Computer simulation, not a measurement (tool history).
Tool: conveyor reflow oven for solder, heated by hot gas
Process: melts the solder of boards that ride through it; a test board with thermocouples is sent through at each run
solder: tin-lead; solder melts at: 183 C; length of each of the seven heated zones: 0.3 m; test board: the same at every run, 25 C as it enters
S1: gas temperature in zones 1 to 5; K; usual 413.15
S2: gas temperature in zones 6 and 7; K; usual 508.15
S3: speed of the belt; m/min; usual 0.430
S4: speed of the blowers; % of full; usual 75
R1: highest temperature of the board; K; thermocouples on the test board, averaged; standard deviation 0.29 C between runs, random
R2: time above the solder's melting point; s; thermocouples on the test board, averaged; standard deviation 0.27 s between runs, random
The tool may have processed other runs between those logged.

{"run": 1, "hour": 0.0, "S1": 413.15, "S2": 508.15, "S3": 0.43, "S4": 75, "R1": 495.65, "R2": 68.2}
{"hour": 23.5, "done": "flux residue cleaned out of gas plates and filters"}
{"run": 2, "hour": 47.5, "S1": 413.15, "S2": 508.15, "S3": 0.43, "S4": 75, "R1": 495.45, "R2": 68.0}
{"run": 3, "hour": 123.1, "S1": 413.15, "S2": 508.15, "S3": 0.43, "S4": 75, "R1": 495.55, "R2": 67.5}
{"run": 4, "hour": 168.0, "S1": 413.15, "S2": 508.15, "S3": 0.43, "S4": 75, "R1": 494.95, "R2": 68.1}
{"run": 5, "hour": 244.5, "S1": 413.15, "S2": 508.15, "S3": 0.43, "S4": 56, "R1": 490.05, "R2": 62.6}
{"run": 6, "hour": 331.5, "S1": 413.15, "S2": 508.15, "S3": 0.43, "S4": 56, "R1": 489.85, "R2": 62.7}
{"hour": 354.2, "done": "belt drive overhauled, speed set with a stopwatch"}
{"run": 7, "hour": 379.5, "S1": 424.15, "S2": 508.15, "S3": 0.43, "S4": 56, "R1": 492.75, "R2": 69.6}
{"run": 8, "hour": 425.9, "S1": 424.15, "S2": 508.15, "S3": 0.43, "S4": 56, "R1": 491.75, "R2": 69.5}
{"run": 9, "hour": 477.0, "S1": 413.15, "S2": 508.15, "S3": 0.43, "S4": 75, "R1": 495.65, "R2": 67.9}
{"run": 10, "hour": 513.9, "S1": 413.15, "S2": 508.15, "S3": 0.43, "S4": 75, "R1": 495.05, "R2": 67.6}
{"run": 11, "hour": 600.4, "S1": 413.15, "S2": 508.15, "S3": 0.43, "S4": 75, "R1": 495.15, "R2": 68.2}
{"hour": 623.8, "done": "flux residue cleaned out of gas plates and filters"}
{"run": 12, "hour": 685.2, "S1": 413.15, "S2": 508.15, "S3": 0.43, "S4": 75, "R1": 495.55, "R2": 67.8}
{"run": 13, "hour": 761.7, "S1": 413.15, "S2": 508.15, "S3": 0.43, "S4": 75, "R1": 495.65, "R2": 68.1}
{"run": 14, "hour": 803.3, "S1": 413.15, "S2": 508.15, "S3": 0.43, "S4": 75, "R1": 495.45, "R2": 68.4}
{"hour": 841.3, "done": "thermocouples of zones 6 and 7 changed"}
{"run": 15, "hour": 853.4, "S1": 413.15, "S2": 508.15, "S3": 0.43, "S4": 75, "R1": 495.65, "R2": 67.6}
{"run": 16, "hour": 910.8, "S1": 413.15, "S2": 523.15, "S3": 0.43, "S4": 53, "R1": 501.65, "R2": 71.5}
{"run": 17, "hour": 978.0, "S1": 413.15, "S2": 508.15, "S3": 0.43, "S4": 75, "R1": 495.35, "R2": 67.6}
{"run": 18, "hour": 1042.2, "S1": 413.15, "S2": 509.15, "S3": 0.43, "S4": 75, "R1": 496.05, "R2": 68.3}
{"run": 19, "hour": 1126.5, "S1": 399.15, "S2": 508.15, "S3": 0.343, "S4": 71, "R1": 498.25, "R2": 83.1}
{"run": 20, "hour": 1208.3, "S1": 420.15, "S2": 508.15, "S3": 0.363, "S4": 75, "R1": 500.05, "R2": 87.9}
{"hour": 1220.1, "done": "flux residue cleaned out of gas plates and filters"}
{"run": 21, "hour": 1297.4, "S1": 417.15, "S2": 515.15, "S3": 0.34, "S4": 65, "R1": 505.85, "R2": 96.3}
{"run": 22, "hour": 1369.8, "S1": 413.15, "S2": 508.15, "S3": 0.43, "S4": 53, "R1": 489.15, "R2": 61.9}
{"run": 23, "hour": 1442.3, "S1": 413.15, "S2": 508.15, "S3": 0.43, "S4": 53, "R1": 489.25, "R2": 62.3}
{"run": 24, "hour": 1510.9, "S1": 413.15, "S2": 508.15, "S3": 0.43, "S4": 53, "R1": 489.55, "R2": 61.7}
{"run": 25, "hour": 1582.3, "S1": 413.15, "S2": 508.15, "S3": 0.372, "S4": 65, "R1": 497.05, "R2": 80.4}
{"run": 26, "hour": 1645.8, "S1": 413.15, "S2": 508.15, "S3": 0.435, "S4": 69, "R1": 493.95, "R2": 65.2}
{"run": 27, "hour": 1695.7, "S1": 413.15, "S2": 508.15, "S3": 0.435, "S4": 69, "R1": 493.45, "R2": 64.8}
{"run": 28, "hour": 1733.8, "S1": 408.15, "S2": 516.15, "S3": 0.43, "S4": 75, "R1": 501.25, "R2": 70.2}
{"run": 29, "hour": 1782.2, "S1": 408.15, "S2": 516.15, "S3": 0.43, "S4": 75, "R1": 501.45, "R2": 70.2}

The next listed run, before its measurement:
{"hour": 1813.6, "done": "flux residue cleaned out of gas plates and filters"}
{"run": 30, "hour": 1854.0, "S1": 403.15, "S2": 498.15, "S3": 0.43, "S4": 75, "R1": "?", "R2": "?"}

R1: 484.55 K
R2: 56.3 s
Without the tool's hidden state the same run would have given R1 484.55 K, R2 56.2 s.
